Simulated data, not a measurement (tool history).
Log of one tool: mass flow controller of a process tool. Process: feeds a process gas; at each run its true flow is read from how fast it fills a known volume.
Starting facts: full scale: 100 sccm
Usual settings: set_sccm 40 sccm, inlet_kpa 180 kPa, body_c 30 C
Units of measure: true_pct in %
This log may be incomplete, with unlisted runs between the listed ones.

run,hour,set_sccm,inlet_kpa,body_c,true_pct
1,0.0,40,180,30,99.02
2,200.2,40,180,33,98.80
3,355.2,40,180,30,99.08
4,499.9,40,180,30,98.99
5,688.2,40,241,30,99.10
6,939.9,11,180,37,98.27
7,1181.3,11,180,37,98.51
8,1289.6,17,221,37,98.59
9,1497.8,40,265,39,98.61
10,1657.1,40,265,39,98.75

Branching from run 10: 4 alternative next runs. What would each branch give?
A,1823.1,13,176,24,?
B,1823.1,35,154,21,?
C,1823.1,46,188,40,?
D,1823.1,26,153,30,?

run,true_pct
A,98.98
B,99.33
C,98.70
D,98.87
Had the tool no hidden state, the same runs would have come out as:
run,true_pct
A,99.00
B,99.34
C,98.71
D,98.88
